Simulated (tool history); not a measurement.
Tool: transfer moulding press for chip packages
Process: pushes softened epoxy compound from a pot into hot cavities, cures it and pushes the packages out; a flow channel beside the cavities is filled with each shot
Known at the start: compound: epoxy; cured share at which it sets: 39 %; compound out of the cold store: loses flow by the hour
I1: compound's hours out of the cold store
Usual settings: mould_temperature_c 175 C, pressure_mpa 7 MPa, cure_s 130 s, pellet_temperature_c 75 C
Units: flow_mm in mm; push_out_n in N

{"run": 1, "day": 0.0, "mould_temperature_c": 175, "pressure_mpa": 7, "cure_s": 130, "pellet_temperature_c": 75, "I1": 25.6, "flow_mm": 624, "push_out_n": 248}
{"run": 2, "day": 0.642, "mould_temperature_c": 175, "pressure_mpa": 7, "cure_s": 130, "pellet_temperature_c": 75, "I1": 33.1, "flow_mm": 607, "push_out_n": 246}
{"run": 3, "day": 1.679, "mould_temperature_c": 175, "pressure_mpa": 5.56, "cure_s": 130, "pellet_temperature_c": 75, "I1": 25.3, "flow_mm": 557, "push_out_n": 258}
{"day": 2.646, "done": "cavities cleaned with cleaning compound and waxed"}
{"run": 4, "day": 2.646, "mould_temperature_c": 175, "pressure_mpa": 5.56, "cure_s": 130, "pellet_temperature_c": 75, "I1": 9.8, "flow_mm": 592, "push_out_n": 255}
{"run": 5, "day": 3.338, "mould_temperature_c": 175, "pressure_mpa": 5.56, "cure_s": 130, "pellet_temperature_c": 75, "I1": 16.8, "flow_mm": 574, "push_out_n": 255}
{"run": 6, "day": 4.021, "mould_temperature_c": 175, "pressure_mpa": 5.56, "cure_s": 130, "pellet_temperature_c": 75, "I1": 17.6, "flow_mm": 575, "push_out_n": 252}
{"run": 7, "day": 4.888, "mould_temperature_c": 175, "pressure_mpa": 7, "cure_s": 130, "pellet_temperature_c": 75, "I1": 20.7, "flow_mm": 634, "push_out_n": 251}
{"run": 8, "day": 6.004, "mould_temperature_c": 175, "pressure_mpa": 7, "cure_s": 130, "pellet_temperature_c": 75, "I1": 16, "flow_mm": 650, "push_out_n": 263}
{"run": 9, "day": 7.275, "mould_temperature_c": 175, "pressure_mpa": 5.36, "cure_s": 130, "pellet_temperature_c": 75, "I1": 32.5, "flow_mm": 531, "push_out_n": 241}
{"run": 10, "day": 8.321, "mould_temperature_c": 175, "pressure_mpa": 5.36, "cure_s": 130, "pellet_temperature_c": 75, "I1": 8.9, "flow_mm": 583, "push_out_n": 269}
{"run": 11, "day": 8.938, "mould_temperature_c": 175, "pressure_mpa": 5.36, "cure_s": 130, "pellet_temperature_c": 75, "I1": 12.4, "flow_mm": 576, "push_out_n": 257}
{"run": 12, "day": 10.029, "mould_temperature_c": 175, "pressure_mpa": 5.36, "cure_s": 130, "pellet_temperature_c": 75, "I1": 33.1, "flow_mm": 531, "push_out_n": 256}
{"run": 13, "day": 10.717, "mould_temperature_c": 175, "pressure_mpa": 7, "cure_s": 165, "pellet_temperature_c": 75, "I1": 26, "flow_mm": 621, "push_out_n": 185}
{"day": 11.071, "done": "cavities cleaned with cleaning compound and waxed"}
{"day": 11.617, "done": "mould's thermocouples calibrated"}
{"run": 14, "day": 11.971, "mould_temperature_c": 175, "pressure_mpa": 7, "cure_s": 130, "pellet_temperature_c": 71, "I1": 17.4, "flow_mm": 642, "push_out_n": 260}
{"run": 15, "day": 12.654, "mould_temperature_c": 175, "pressure_mpa": 7, "cure_s": 130, "pellet_temperature_c": 71, "I1": 29.9, "flow_mm": 612, "push_out_n": 233}
{"run": 16, "day": 13.621, "mould_temperature_c": 171, "pressure_mpa": 7, "cure_s": 130, "pellet_temperature_c": 75, "I1": 45.2, "flow_mm": 586, "push_out_n": 298}
{"run": 17, "day": 14.75, "mould_temperature_c": 175, "pressure_mpa": 7.41, "cure_s": 147, "pellet_temperature_c": 80, "I1": 29.4, "flow_mm": 630, "push_out_n": 214}
{"run": 18, "day": 16.038, "mould_temperature_c": 175, "pressure_mpa": 7, "cure_s": 156, "pellet_temperature_c": 68, "I1": 26, "flow_mm": 622, "push_out_n": 203}
{"run": 19, "day": 16.679, "mould_temperature_c": 175, "pressure_mpa": 7, "cure_s": 117, "pellet_temperature_c": 84, "I1": 44.1, "flow_mm": 580, "push_out_n": 305}
{"run": 20, "day": 17.679, "mould_temperature_c": 175, "pressure_mpa": 7, "cure_s": 130, "pellet_temperature_c": 75, "I1": 46, "flow_mm": 577, "push_out_n": 249}
{"run": 21, "day": 18.733, "mould_temperature_c": 175, "pressure_mpa": 7, "cure_s": 120, "pellet_temperature_c": 75, "I1": 38.3, "flow_mm": 591, "push_out_n": 288}
{"day": 19.029, "done": "plunger's sealing rings changed"}
{"day": 19.667, "done": "cavities cleaned with cleaning compound and waxed"}
{"run": 22, "day": 20.15, "mould_temperature_c": 175, "pressure_mpa": 7, "cure_s": 120, "pellet_temperature_c": 75, "I1": 30.5, "flow_mm": 610, "push_out_n": 303}
{"run": 23, "day": 20.954, "mould_temperature_c": 182, "pressure_mpa": 8.28, "cure_s": 123, "pellet_temperature_c": 68, "I1": 25.3, "flow_mm": 665, "push_out_n": 191}
{"run": 24, "day": 22.221, "mould_temperature_c": 179, "pressure_mpa": 7, "cure_s": 150, "pellet_temperature_c": 75, "I1": 10.9, "flow_mm": 652, "push_out_n": 186}
{"run": 25, "day": 23.25, "mould_temperature_c": 179, "pressure_mpa": 7.43, "cure_s": 150, "pellet_temperature_c": 77, "I1": 10.2, "flow_mm": 672, "push_out_n": 188}
{"run": 26, "day": 24.262, "mould_temperature_c": 179, "pressure_mpa": 7.43, "cure_s": 128, "pellet_temperature_c": 75, "I1": 37.9, "flow_mm": 603, "push_out_n": 208}
{"run": 27, "day": 25.117, "mould_temperature_c": 175, "pressure_mpa": 7.48, "cure_s": 130, "pellet_temperature_c": 75, "I1": 13.6, "flow_mm": 674, "push_out_n": 257}
{"run": 28, "day": 26.233, "mould_temperature_c": 175, "pressure_mpa": 8.02, "cure_s": 129, "pellet_temperature_c": 75, "I1": 45.3, "flow_mm": 618, "push_out_n": 241}

4 ways to go on from here, each from the tool as it stands after run 28. What would each give?
{"run": "A", "day": 27.404, "mould_temperature_c": 178, "pressure_mpa": 7.85, "cure_s": 164, "pellet_temperature_c": 75, "I1": 25.8, "flow_mm": "?", "push_out_n": "?"}
{"run": "B", "day": 27.404, "mould_temperature_c": 177, "pressure_mpa": 5.54, "cure_s": 130, "pellet_temperature_c": 72, "I1": 11, "flow_mm": "?", "push_out_n": "?"}
{"run": "C", "day": 27.404, "mould_temperature_c": 171, "pressure_mpa": 8.02, "cure_s": 135, "pellet_temperature_c": 73, "I1": 40.2, "flow_mm": "?", "push_out_n": "?"}
{"run": "D", "day": 27.404, "mould_temperature_c": 180, "pressure_mpa": 7.03, "cure_s": 130, "pellet_temperature_c": 75, "I1": 48, "flow_mm": "?", "push_out_n": "?"}

run=A flow_mm=652 push_out_n=178
run=B flow_mm=584 push_out_n=233
run=C flow_mm=640 push_out_n=291
run=D flow_mm=565 push_out_n=188
Without the tool's hidden state the same runs would have given:
run=A flow_mm=653 push_out_n=175
run=B flow_mm=584 push_out_n=230
run=C flow_mm=640 push_out_n=287
run=D flow_mm=565 push_out_n=185
